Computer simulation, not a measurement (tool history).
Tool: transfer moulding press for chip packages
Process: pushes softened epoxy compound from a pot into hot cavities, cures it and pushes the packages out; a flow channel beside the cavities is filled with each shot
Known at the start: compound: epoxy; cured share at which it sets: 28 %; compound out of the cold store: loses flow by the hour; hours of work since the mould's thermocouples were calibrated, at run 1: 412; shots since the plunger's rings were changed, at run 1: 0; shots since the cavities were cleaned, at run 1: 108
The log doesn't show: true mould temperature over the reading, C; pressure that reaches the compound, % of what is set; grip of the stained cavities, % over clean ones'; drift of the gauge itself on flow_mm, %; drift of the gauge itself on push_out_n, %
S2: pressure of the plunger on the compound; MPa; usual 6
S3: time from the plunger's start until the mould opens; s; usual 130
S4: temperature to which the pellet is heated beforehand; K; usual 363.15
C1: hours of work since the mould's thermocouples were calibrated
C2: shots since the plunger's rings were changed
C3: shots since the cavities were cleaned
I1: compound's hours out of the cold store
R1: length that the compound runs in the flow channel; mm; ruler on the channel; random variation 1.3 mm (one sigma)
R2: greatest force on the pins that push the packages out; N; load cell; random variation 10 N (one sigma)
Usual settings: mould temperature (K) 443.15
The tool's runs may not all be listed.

Run 1, hour 0: usual settings; C1 412; C2 0; C3 108; I1 40.3. Result: R1 639 mm, R2 507 N.
At hour 49.4: cavities cleaned with cleaning compound and waxed.
Run 2, hour 55.4: usual settings but S3 115 s; C1 441; C2 441; C3 48; I1 40.2. Result: R1 636 mm, R2 520 N.
At hour 110.5: cavities cleaned with cleaning compound and waxed.
Run 3, hour 157.9: usual settings but S3 115 s; C1 496; C2 1268; C3 388; I1 15.9. Result: R1 745 mm, R2 714 N.
At hour 172.4: cavities cleaned with cleaning compound and waxed.
At hour 234: cavities cleaned with cleaning compound and waxed.
Run 4, hour 251.2: usual settings but S3 115 s; C1 546; C2 2008; C3 141; I1 32.5. Result: R1 661 mm, R2 564 N.
At hour 292.4: mould's thermocouples calibrated.
At hour 293.9: cavities cleaned with cleaning compound and waxed.
Run 5, hour 323.8: usual settings but S3 115 s; C1 16; C2 2573; C3 244; I1 41.8. Result: R1 619 mm, R2 654 N.
At hour 356.3: cavities cleaned with cleaning compound and waxed.
At hour 417.3: cavities cleaned with cleaning compound and waxed.
Run 6, hour 417.3: usual settings but S3 115 s; C1 66; C2 3315; C3 0; I1 20.4. Result: R1 714 mm, R2 540 N.
At hour 465.6: plunger's sealing rings changed.
At hour 479.4: cavities cleaned with cleaning compound and waxed.
Run 7, hour 515.3: usual settings but S3 115 s; C1 117; C2 395; C3 294; I1 43.9. Result: R1 622 mm, R2 655 N.
At hour 539.7: cavities cleaned with cleaning compound and waxed.
At hour 598.1: cavities cleaned with cleaning compound and waxed.
Run 8, hour 606.8: usual settings but S3 115 s, S4 372.15 K; C1 165; C2 1119; C3 71; I1 18.4. Result: R1 735 mm, R2 589 N.
At hour 659.1: cavities cleaned with cleaning compound and waxed.
Run 9, hour 662: usual settings but S3 144 s; C1 195; C2 1559; C3 23; I1 12.1. Result: R1 766 mm, R2 466 N.
At hour 720.1: cavities cleaned with cleaning compound and waxed.
Run 10, hour 744.4: usual settings but S3 144 s, S4 353.15 K; C1 239; C2 2222; C3 200; I1 20.2. Result: R1 720 mm, R2 540 N.
At hour 778.9: cavities cleaned with cleaning compound and waxed.
At hour 838.7: cavities cleaned with cleaning compound and waxed.
Run 11, hour 838.7: usual settings but S3 144 s, S4 353.15 K; C1 289; C2 2969; C3 0; I1 25.5. Result: R1 691 mm, R2 429 N.
At hour 901: cavities cleaned with cleaning compound and waxed.
At hour 931.1: plunger's sealing rings changed.
Run 12, hour 936.5: usual settings but mould temperature (K) 447.15; C1 340; C2 44; C3 270; I1 35.9. Result: R1 653 mm, R2 526 N.
At hour 963.7: cavities cleaned with cleaning compound and waxed.
At hour 1023.8: cavities cleaned with cleaning compound and waxed.
Run 13, hour 1023.8: usual settings but S2 7.17 MPa; C1 386; C2 734; C3 0; I1 34.2. Result: R1 725 mm, R2 472 N.
At hour 1085.8: cavities cleaned with cleaning compound and waxed.
Run 14, hour 1104.2: usual settings but S2 7.17 MPa; C1 429; C2 1380; C3 151; I1 31.8. Result: R1 730 mm, R2 538 N.
At hour 1148: cavities cleaned with cleaning compound and waxed.
Run 15, hour 1203.5: usual settings but S2 7.17 MPa; C1 482; C2 2181; C3 454; I1 21.2. Result: R1 779 mm, R2 652 N.
At hour 1209.6: cavities cleaned with cleaning compound and waxed.
At hour 1271.2: cavities cleaned with cleaning compound and waxed.
Run 16, hour 1271.2: usual settings but S2 7.17 MPa, S4 372.15 K; C1 518; C2 2710; C3 0; I1 14.1. Result: R1 812 mm, R2 455 N.
At hour 1330.3: cavities cleaned with cleaning compound and waxed.
Run 17, hour 1340.6: usual settings but S2 4.72 MPa, S4 372.15 K; C1 555; C2 3266; C3 84; I1 36.3. Result: R1 562 mm, R2 509 N.
At hour 1364.8: mould's thermocouples calibrated.
At hour 1392.4: cavities cleaned with cleaning compound and waxed.
At hour 1399.4: plunger's sealing rings changed.
Run 18, hour 1435.8: usual settings but S2 4.66 MPa, S3 166 s, S4 365.15 K; C1 37; C2 298; C3 335; I1 34.2. Result: R1 585 mm, R2 560 N.
At hour 1454.8: cavities cleaned with cleaning compound and waxed.
Run 19, hour 1509: usual settings but mould temperature (K) 445.15, S2 6.72 MPa, S3 166 s, S4 360.15 K; C1 76; C2 885; C3 444; I1 43.5. Result: R1 654 mm, R2 585 N.
At hour 1518.8: cavities cleaned with cleaning compound and waxed.
At hour 1579.1: cavities cleaned with cleaning compound and waxed.
Run 20, hour 1608.5: usual settings but mould temperature (K) 449.15, S3 117 s, S4 368.15 K; C1 128; C2 1674; C3 240; I1 37.5. Result: R1 630 mm, R2 561 N.
At hour 1638.8: cavities cleaned with cleaning compound and waxed.
Run 21, hour 1674.5: usual settings but mould temperature (K) 449.15, S3 117 s, S4 368.15 K; C1 164; C2 2203; C3 292; I1 25.5. Result: R1 681 mm, R2 552 N.
At hour 1702.2: cavities cleaned with cleaning compound and waxed.
Run 22, hour 1747: usual settings but mould temperature (K) 449.15, S3 117 s, S4 368.15 K; C1 202; C2 2784; C3 367; I1 23.8. Result: R1 685 mm, R2 597 N.
At hour 1762.2: cavities cleaned with cleaning compound and waxed.
Run 23, hour 1811.6: usual settings but mould temperature (K) 450.15, S3 140 s, S4 354.15 K; C1 237; C2 3301; C3 405; I1 34.3. Result: R1 633 mm, R2 580 N.
At hour 1826.8: cavities cleaned with cleaning compound and waxed.
At hour 1863.2: plunger's sealing rings changed.
At hour 1890.6: cavities cleaned with cleaning compound and waxed.
Run 24, hour 1901.6: usual settings but mould temperature (K) 448.15, S2 6.32 MPa, S3 165 s, S4 364.15 K; C1 283; C2 303; C3 90; I1 47.2. Result: R1 617 mm, R2 483 N.
At hour 1953.1: cavities cleaned with cleaning compound and waxed.
Run 25, hour 1954.6: usual settings but mould temperature (K) 448.15, S2 6.32 MPa, S3 134 s, S4 364.15 K; C1 311; C2 724; C3 12; I1 21.5. Result: R1 730 mm, R2 433 N.

4 ways to go on from here, each from the tool as it stands after run 25. What would each give?
At hour 2011.7: cavities cleaned with cleaning compound and waxed.
Run A, hour 2017.7: usual settings but mould temperature (K) 447.15, S2 5.88 MPa, S3 134 s, S4 364.15 K; C1 345; C2 1228; C3 48; I1 30.9. Result: R1 ?, R2 ?.
At hour 2011.7: cavities cleaned with cleaning compound and waxed.
Run B, hour 2017.7: usual settings but mould temperature (K) 450.15, S2 6.32 MPa, S3 124 s, S4 367.15 K; C1 345; C2 1228; C3 48; I1 30.4. Result: R1 ?, R2 ?.
At hour 2011.7: cavities cleaned with cleaning compound and waxed.
Run C, hour 2017.7: usual settings but S3 148 s; C1 345; C2 1228; C3 48; I1 41.3. Result: R1 ?, R2 ?.
At hour 2011.7: cavities cleaned with cleaning compound and waxed.
Run D, hour 2017.7: usual settings but mould temperature (K) 445.15, S2 6.41 MPa, S4 354.15 K; C1 345; C2 1228; C3 48; I1 23.8. Result: R1 ?, R2 ?.

run   R1   R2
  A  661  458
  B  682  456
  C  629  458
  D  728  478
Without the tool's hidden state the same runs would have given:
run   R1   R2
  A  670  438
  B  692  435
  C  637  438
  D  738  461
